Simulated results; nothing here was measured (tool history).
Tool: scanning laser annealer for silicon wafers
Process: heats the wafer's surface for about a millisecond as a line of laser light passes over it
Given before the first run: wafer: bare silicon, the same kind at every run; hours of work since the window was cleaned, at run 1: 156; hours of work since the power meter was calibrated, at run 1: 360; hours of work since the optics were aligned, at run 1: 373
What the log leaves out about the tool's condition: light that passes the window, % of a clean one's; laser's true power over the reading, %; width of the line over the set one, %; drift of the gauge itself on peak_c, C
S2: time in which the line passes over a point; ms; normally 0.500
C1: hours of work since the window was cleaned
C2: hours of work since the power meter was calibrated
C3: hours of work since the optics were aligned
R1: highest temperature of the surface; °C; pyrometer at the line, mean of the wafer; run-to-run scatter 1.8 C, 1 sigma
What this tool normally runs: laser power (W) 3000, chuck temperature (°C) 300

Run 1, hour 0.0: usual settings; C1 156; C2 360; C3 373. Result: R1 987 °C.
Run 2, hour 14.6: usual settings; C1 164; C2 369; C3 382. Result: R1 982 °C.
Run 3, hour 26.4: usual settings but laser power (W) 3191; C1 171; C2 375; C3 388. Result: R1 1036 °C.
Run 4, hour 38.6: usual settings but chuck temperature (°C) 318; C1 177; C2 382; C3 395. Result: R1 995 °C.
Run 5, hour 47.6: usual settings but chuck temperature (°C) 318; C1 182; C2 387; C3 400. Result: R1 998 °C.
Run 6, hour 60.0: usual settings but chuck temperature (°C) 318; C1 189; C2 394; C3 407. Result: R1 997 °C.
Run 7, hour 75.8: usual settings but chuck temperature (°C) 318; C1 198; C2 402; C3 415. Result: R1 993 °C.
Run 8, hour 84.3: usual settings but S2 0.499 ms, chuck temperature (°C) 318; C1 202; C2 407; C3 420. Result: R1 997 °C.
Run 9, hour 93.7: usual settings but S2 0.499 ms, chuck temperature (°C) 318; C1 208; C2 412; C3 425. Result: R1 994 °C.
Run 10, hour 100.9: usual settings but S2 0.499 ms, chuck temperature (°C) 318; C1 212; C2 416; C3 429. Result: R1 990 °C.
Run 11, hour 109.5: usual settings but laser power (W) 2810; C1 216; C2 421; C3 434. Result: R1 923 °C.
Run 12, hour 123.4: usual settings but laser power (W) 2717; C1 224; C2 428; C3 441. Result: R1 895 °C.
Run 13, hour 139.5: usual settings but laser power (W) 2717; C1 233; C2 437; C3 450. Result: R1 896 °C.
Run 14, hour 156.5: usual settings but laser power (W) 3012; C1 242; C2 447; C3 460. Result: R1 975 °C.
Run 15, hour 166.8: usual settings but laser power (W) 3012; C1 248; C2 452; C3 465. Result: R1 973 °C.
Run 16, hour 174.9: usual settings but laser power (W) 2720, S2 0.506 ms, chuck temperature (°C) 268; C1 252; C2 457; C3 470. Result: R1 869 °C.
Run 17, hour 182.2: usual settings but S2 0.594 ms, chuck temperature (°C) 278; C1 256; C2 461; C3 474. Result: R1 1013 °C.
Run 18, hour 196.1: usual settings but laser power (W) 3162, chuck temperature (°C) 276; C1 264; C2 468; C3 481. Result: R1 989 °C.
Run 19, hour 212.8: usual settings but laser power (W) 2732; C1 273; C2 478; C3 491. Result: R1 894 °C.
Run 20, hour 225.0: usual settings but laser power (W) 2888, S2 0.485 ms; C1 280; C2 484; C3 497. Result: R1 924 °C.
Run 21, hour 238.5: usual settings but laser power (W) 2888, S2 0.485 ms; C1 287; C2 492; C3 505. Result: R1 922 °C.
Run 22, hour 248.3: usual settings but laser power (W) 2888, S2 0.485 ms; C1 293; C2 497; C3 510. Result: R1 924 °C.
Run 23, hour 264.4: usual settings but laser power (W) 2888, S2 0.485 ms; C1 302; C2 506; C3 519. Result: R1 922 °C.
At hour 271.9: window over the wafer cleaned.
Run 24, hour 276.5: usual settings but S2 0.506 ms, chuck temperature (°C) 288; C1 3; C2 512; C3 525. Result: R1 997 °C.
Run 25, hour 290.8: usual settings but S2 0.506 ms, chuck temperature (°C) 288; C1 10; C2 519; C3 533. Result: R1 997 °C.
Run 26, hour 301.3: usual settings but laser power (W) 2581, S2 0.506 ms, chuck temperature (°C) 263; C1 16; C2 525; C3 538. Result: R1 854 °C.
Run 27, hour 318.6: usual settings but laser power (W) 2679, S2 0.434 ms, chuck temperature (°C) 333; C1 26; C2 535; C3 548. Result: R1 900 °C.
Run 28, hour 327.1: usual settings but laser power (W) 2679, S2 0.434 ms, chuck temperature (°C) 333; C1 30; C2 539; C3 552. Result: R1 900 °C.
Run 29, hour 343.5: usual settings but laser power (W) 2679, S2 0.434 ms, chuck temperature (°C) 333; C1 39; C2 548; C3 561. Result: R1 897 °C.
Run 30, hour 356.9: usual settings but S2 0.447 ms, chuck temperature (°C) 274; C1 47; C2 556; C3 569. Result: R1 931 °C.

Forecast each of these 5 alternatives for the next run:
Run A, hour 366.9: usual settings but laser power (W) 3108, S2 0.458 ms, chuck temperature (°C) 274; C1 52; C2 561; C3 574. Result: R1 ?.
Run B, hour 366.9: usual settings but S2 0.384 ms; C1 52; C2 561; C3 574. Result: R1 ?.
Run C, hour 366.9: usual settings but laser power (W) 3176, S2 0.447 ms, chuck temperature (°C) 267; C1 52; C2 561; C3 574. Result: R1 ?.
Run D, hour 366.9: usual settings but laser power (W) 2787, S2 0.447 ms, chuck temperature (°C) 323; C1 52; C2 561; C3 574. Result: R1 ?.
Run E, hour 366.9: usual settings but laser power (W) 2649, chuck temperature (°C) 275; C1 52; C2 561; C3 574. Result: R1 ?.

run   R1
  A  970
  B  904
  C  973
  D  922
  E  877
The same runs, with their run-to-run variation unchanged, on a tool lacking any hidden condition would have given:
run   R1
  A  983
  B  915
  C  985
  D  933
  E  888
